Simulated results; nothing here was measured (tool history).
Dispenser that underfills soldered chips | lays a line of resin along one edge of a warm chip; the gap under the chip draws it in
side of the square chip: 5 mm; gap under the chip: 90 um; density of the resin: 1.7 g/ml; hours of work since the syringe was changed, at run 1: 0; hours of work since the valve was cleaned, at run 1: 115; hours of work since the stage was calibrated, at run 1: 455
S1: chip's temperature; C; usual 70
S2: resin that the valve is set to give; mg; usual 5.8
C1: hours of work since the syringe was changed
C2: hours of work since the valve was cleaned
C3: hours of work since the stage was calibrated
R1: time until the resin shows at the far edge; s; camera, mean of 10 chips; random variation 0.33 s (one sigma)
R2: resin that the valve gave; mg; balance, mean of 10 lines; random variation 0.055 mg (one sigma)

run     day  S1    S2  C1   C2   C3    R1    R2
  1       0  70   5.8   0  115  455  14.6  5.34
  2   0.292  70   5.8   6  121  461  18.1  5.18
      0.371  -- new syringe of resin
      0.742  -- new syringe of resin
  3     0.8  70   5.8   1  130  470  15.1  5.26
      1.054  -- dispensing valve cleaned and set on the balance
      1.121  -- new syringe of resin
  4   1.325  70   5.8   4    5  479    17  5.76
      1.454  -- new syringe of resin
      1.812  -- new syringe of resin
  5   1.812  70  7.44   0   14  487  13.4  7.37
      2.175  -- new syringe of resin
  6   2.246  70  7.44   1   21  495  15.1  7.33
      2.542  -- new syringe of resin
  7   2.667  70  6.82   2   29  503  15.5  6.62
      2.896  -- new syringe of resin
  8   3.079  70  6.82   3   37  510  16.2   6.7
      3.246  -- new syringe of resin
  9   3.421  70  6.82   3   43  516  16.4  6.55
      3.575  -- new syringe of resin
      3.912  -- new syringe of resin
 10   4.058  70  7.02   3   54  528  15.9  6.75
      4.254  -- new syringe of resin
      4.579  -- new syringe of resin
 11   4.767  70  7.02   4   67  541  16.8  6.69
      4.929  -- new syringe of resin
       5.25  -- new syringe of resin
 12   5.275  70   5.8   0   76  550  14.6  5.53
      5.571  -- new syringe of resin
 13   5.671  70   5.8   2   83  557  15.6  5.36
        5.9  -- new syringe of resin
      6.258  -- new syringe of resin
 14   6.358  70   5.8   2   96  569  15.9   5.3
      6.608  -- new syringe of resin
      6.954  -- new syringe of resin
 15   7.054  85  5.35   2  108  582   9.6   4.9
      7.308  -- new syringe of resin
 16   7.367  75  6.48   1  114  588  12.8   5.9
      7.638  -- new syringe of resin
      7.854  -- stage's temperature calibrated
      8.021  -- new syringe of resin
 17   8.067  70  6.44   1  126    4  12.9  5.81
      8.371  -- new syringe of resin
      8.508  -- dispensing valve cleaned and set on the balance
 18   8.638  82  7.23   4    2   13  10.3  7.26
      8.762  -- new syringe of resin
      9.088  -- new syringe of resin
 19   9.342  67   5.8   5   15   26  17.5  5.78
      9.408  -- new syringe of resin
      9.788  -- new syringe of resin
 20  10.083  67   5.8   6   29   40  17.9  5.63
     10.125  -- new syringe of resin
     10.492  -- new syringe of resin
     10.829  -- new syringe of resin
 21  10.842  78  5.95   0   42   53    10  5.85
     11.167  -- new syringe of resin
 22  11.475  59  7.03   6   54   65  23.7  6.72
     11.517  -- new syringe of resin
      11.85  -- new syringe of resin
 23  12.008  70  5.89   3   63   74  14.4  5.61
     12.171  -- new syringe of resin
     12.504  -- new syringe of resin
 24  12.592  67  5.61   2   74   85  15.5  5.37
     12.862  -- new syringe of resin
     13.179  -- new syringe of resin
 25  13.179  63  5.98   0   84   95  16.7   5.6
     13.521  -- new syringe of resin
 26  13.625  63  5.98   2   92  103  18.4  5.48
     13.862  -- new syringe of resin
 27  14.117  63  5.98   5  101  112  20.3  5.67

Forecast each of these 4 alternatives for the next run:
     14.188  -- new syringe of resin
     14.521  -- new syringe of resin
  A  14.521  77  4.97   0  108  119   ?   ?
     14.188  -- new syringe of resin
     14.521  -- new syringe of resin
  B  14.521  83  5.98   0  108  119   ?   ?
     14.188  -- new syringe of resin
     14.521  -- new syringe of resin
  C  14.521  61   5.4   0  108  119   ?   ?
     14.188  -- new syringe of resin
     14.521  -- new syringe of resin
  D  14.521  56  5.98   0  108  119   ?   ?

run    R1    R2
  A  11.3  4.57
  B   8.1  5.53
  C  18.2  4.88
  D  21.8  5.46
Without the tool's hidden state the same runs would have given:
run    R1    R2
  A  10.8  4.98
  B   7.8  6.02
  C  17.5  5.33
  D  21.2  5.95

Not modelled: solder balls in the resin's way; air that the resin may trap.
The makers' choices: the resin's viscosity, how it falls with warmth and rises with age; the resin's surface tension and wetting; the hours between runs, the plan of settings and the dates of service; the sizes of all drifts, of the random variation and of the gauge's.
